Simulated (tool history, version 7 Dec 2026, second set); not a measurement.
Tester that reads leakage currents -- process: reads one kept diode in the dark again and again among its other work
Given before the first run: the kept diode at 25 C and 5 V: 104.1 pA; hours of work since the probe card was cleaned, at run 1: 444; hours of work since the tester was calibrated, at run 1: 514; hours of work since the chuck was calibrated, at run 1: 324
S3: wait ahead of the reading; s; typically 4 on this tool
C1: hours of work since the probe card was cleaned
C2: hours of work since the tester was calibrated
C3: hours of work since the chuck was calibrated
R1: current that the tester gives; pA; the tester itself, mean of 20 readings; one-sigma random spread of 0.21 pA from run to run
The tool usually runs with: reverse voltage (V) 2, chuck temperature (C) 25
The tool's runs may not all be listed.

Run 1, hour 0: usual settings; C1 444; C2 514; C3 324. Result: R1 72.9 pA.
Run 2, hour 32.4: usual settings but chuck temperature (C) 34; C1 457; C2 528; C3 338. Result: R1 160.73 pA.
Run 3, hour 93.4: usual settings but S3 2.05 s; C1 483; C2 553; C3 363. Result: R1 73 pA.
Run 4, hour 131.1: usual settings but S3 2.05 s; C1 499; C2 569; C3 379. Result: R1 73.01 pA.
Run 5, hour 193: usual settings but S3 2.05 s; C1 525; C2 596; C3 405. Result: R1 73.37 pA.
Run 6, hour 248.3: usual settings but reverse voltage (V) 2.31; C1 548; C2 619; C3 429. Result: R1 78.4 pA.
Run 7, hour 281.1: usual settings but reverse voltage (V) 2.31; C1 562; C2 633; C3 442. Result: R1 78.97 pA.
Run 8, hour 330: usual settings but S3 2.54 s; C1 583; C2 653; C3 463. Result: R1 74.3 pA.
Run 9, hour 385: usual settings but S3 2.54 s; C1 606; C2 677; C3 486. Result: R1 74.07 pA.
Run 10, hour 414.1: usual settings but S3 2.54 s; C1 618; C2 689; C3 499. Result: R1 74.06 pA.
Run 11, hour 447.1: usual settings; C1 632; C2 703; C3 512. Result: R1 74.38 pA.
Run 12, hour 488.3: usual settings but S3 0.38 s; C1 650; C2 720; C3 530. Result: R1 75.47 pA.
Run 13, hour 531.9: usual settings but S3 0.38 s; C1 668; C2 738; C3 548. Result: R1 75.94 pA.
Run 14, hour 588.8: usual settings; C1 692; C2 762; C3 572. Result: R1 74.6 pA.
Run 15, hour 636.6: usual settings; C1 712; C2 783; C3 592. Result: R1 74.99 pA.
Run 16, hour 670.6: usual settings; C1 727; C2 797; C3 607. Result: R1 75.21 pA.
Run 17, hour 698.2: usual settings; C1 738; C2 809; C3 618. Result: R1 75.69 pA.
Run 18, hour 749.6: usual settings; C1 760; C2 830; C3 640. Result: R1 75.62 pA.
Run 19, hour 804.1: usual settings; C1 783; C2 853; C3 663. Result: R1 75.73 pA.
Run 20, hour 841.4: usual settings but reverse voltage (V) 1.01, chuck temperature (C) 52, S3 0.31 s; C1 799; C2 869; C3 679. Result: R1 523.65 pA.
Run 21, hour 872.8: usual settings but reverse voltage (V) 4.29, S3 3.21 s; C1 812; C2 882; C3 692. Result: R1 107.01 pA.
Run 22, hour 913.9: usual settings but reverse voltage (V) 4.69, chuck temperature (C) 32, S3 3.21 s; C1 829; C2 900; C3 709. Result: R1 206.25 pA.
Run 23, hour 951.9: usual settings but reverse voltage (V) 2.41, chuck temperature (C) 57, S3 5.11 s; C1 845; C2 916; C3 725. Result: R1 1115.1 pA.
Run 24, hour 989.4: usual settings but reverse voltage (V) 2.41, chuck temperature (C) 57, S3 5.11 s; C1 861; C2 931; C3 741. Result: R1 1117.92 pA.
Run 25, hour 1036: usual settings but reverse voltage (V) 2.41, chuck temperature (C) 57, S3 5.11 s; C1 881; C2 951; C3 761. Result: R1 1119.12 pA.
Run 26, hour 1061.7: usual settings but S3 1.33 s; C1 892; C2 962; C3 772. Result: R1 77.02 pA.
Run 27, hour 1101.7: usual settings but reverse voltage (V) 1.71, S3 2.11 s; C1 909; C2 979; C3 789. Result: R1 71.07 pA.
Run 28, hour 1127.3: usual settings but reverse voltage (V) 1.71, S3 2.11 s; C1 919; C2 990; C3 799. Result: R1 71.72 pA.
Run 29, hour 1189.6: usual settings but reverse voltage (V) 1.05, chuck temperature (C) 46; C1 946; C2 1016; C3 826. Result: R1 339.79 pA.
Run 30, hour 1240: usual settings but reverse voltage (V) 1.05, chuck temperature (C) 46; C1 967; C2 1037; C3 847. Result: R1 337.6 pA.
Run 31, hour 1297.7: usual settings but reverse voltage (V) 1.45, S3 7.43 s; C1 991; C2 1062; C3 871. Result: R1 66.91 pA.
Run 32, hour 1330.8: usual settings but reverse voltage (V) 1.45, S3 7.43 s; C1 1005; C2 1076; C3 885. Result: R1 67.36 pA.
Run 33, hour 1370.9: usual settings but reverse voltage (V) 2.05, S3 0.32 s; C1 1022; C2 1092; C3 902. Result: R1 79.8 pA.
Run 34, hour 1397.6: usual settings but reverse voltage (V) 2.05, S3 0.32 s; C1 1033; C2 1104; C3 913. Result: R1 79.69 pA.
Run 35, hour 1454.8: usual settings but reverse voltage (V) 4.81, S3 2.86 s; C1 1057; C2 1128; C3 938. Result: R1 115.88 pA.
Run 36, hour 1496.5: usual settings but chuck temperature (C) 54, S3 9.67 s; C1 1075; C2 1145; C3 955. Result: R1 838.84 pA.
Run 37, hour 1529.1: usual settings but chuck temperature (C) 54, S3 9.67 s; C1 1089; C2 1159; C3 969. Result: R1 841.98 pA.

What if the next run were any one of these 3? Each begins from the tool's condition after run 37:
Run A, hour 1589: usual settings but reverse voltage (V) 1.7, chuck temperature (C) 21, S3 9.67 s; C1 1114; C2 1184; C3 994. Result: R1 ?.
Run B, hour 1589: usual settings but reverse voltage (V) 2.55; C1 1114; C2 1184; C3 994. Result: R1 ?.
Run C, hour 1589: usual settings but reverse voltage (V) 2.16, chuck temperature (C) 26, S3 0.57 s; C1 1114; C2 1184; C3 994. Result: R1 ?.

run     R1
  A  50.84
  B  87.25
  C  89.21
With the hidden condition removed and each run's random variation left untouched, the same runs would have given:
run     R1
  A  44.85
  B  77.37
  C  79.46

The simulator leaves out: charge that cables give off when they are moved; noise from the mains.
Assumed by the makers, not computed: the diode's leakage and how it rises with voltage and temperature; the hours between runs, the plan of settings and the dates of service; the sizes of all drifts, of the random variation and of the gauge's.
